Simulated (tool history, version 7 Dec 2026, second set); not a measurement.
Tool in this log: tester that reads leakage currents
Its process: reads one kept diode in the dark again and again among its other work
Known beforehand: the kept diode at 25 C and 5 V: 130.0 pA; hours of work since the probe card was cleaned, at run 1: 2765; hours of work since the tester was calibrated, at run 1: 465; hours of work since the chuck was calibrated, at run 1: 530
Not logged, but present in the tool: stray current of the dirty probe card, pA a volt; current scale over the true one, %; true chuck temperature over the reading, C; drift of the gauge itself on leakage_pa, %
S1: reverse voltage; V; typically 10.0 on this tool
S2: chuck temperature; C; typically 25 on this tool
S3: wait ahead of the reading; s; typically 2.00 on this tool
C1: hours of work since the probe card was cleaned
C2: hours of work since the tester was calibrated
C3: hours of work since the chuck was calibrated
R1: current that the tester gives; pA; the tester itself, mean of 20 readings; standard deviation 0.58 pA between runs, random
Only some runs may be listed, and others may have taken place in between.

run   hour    S1  S2    S3    C1   C2   C3       R1
  1    0.0  10.0  25  2.00  2765  465  530   218.41
  2   24.0  10.0  25  2.00  2781  481  545   218.73
  3   50.0  10.0  25  2.00  2798  497  562   219.71
  4   73.2  10.0  31  2.00  2813  512  577   353.90
      77.0  -- chuck's temperature calibrated
  5   99.6  10.0  31  2.00  2828  528   15   359.50
  6  121.6  10.0  58  2.00  2843  542   29  2612.63
  7  143.6  10.0  58  2.00  2857  557   43  2608.80
     156.8  -- chuck's temperature calibrated, once more
  8  170.5   4.9  40  0.99  2873  573    9   439.00
  9  202.0   4.9  40  0.99  2893  593   29   440.17
 10  225.8   4.9  40  0.99  2909  609   45   441.46
 11  254.0  17.7  34  2.00  2927  627   63   592.49
 12  276.0   8.0  40  2.00  2941  641   77   589.50
 13  297.6   8.0  40  2.00  2955  655   91   590.19

Measured less the same run without the tool's hidden state. The same run-to-run variation is in both; the gauge's scatter may not be:
run       R1
  1   +24.73
  2   +25.15
  3   +25.68
  4   +32.46
  5   +40.34
  6  +177.18
  7  +179.90
  8    +4.16
  9    +5.09
 10    +5.78
 11   +26.83
 12   +12.12
 13   +12.96
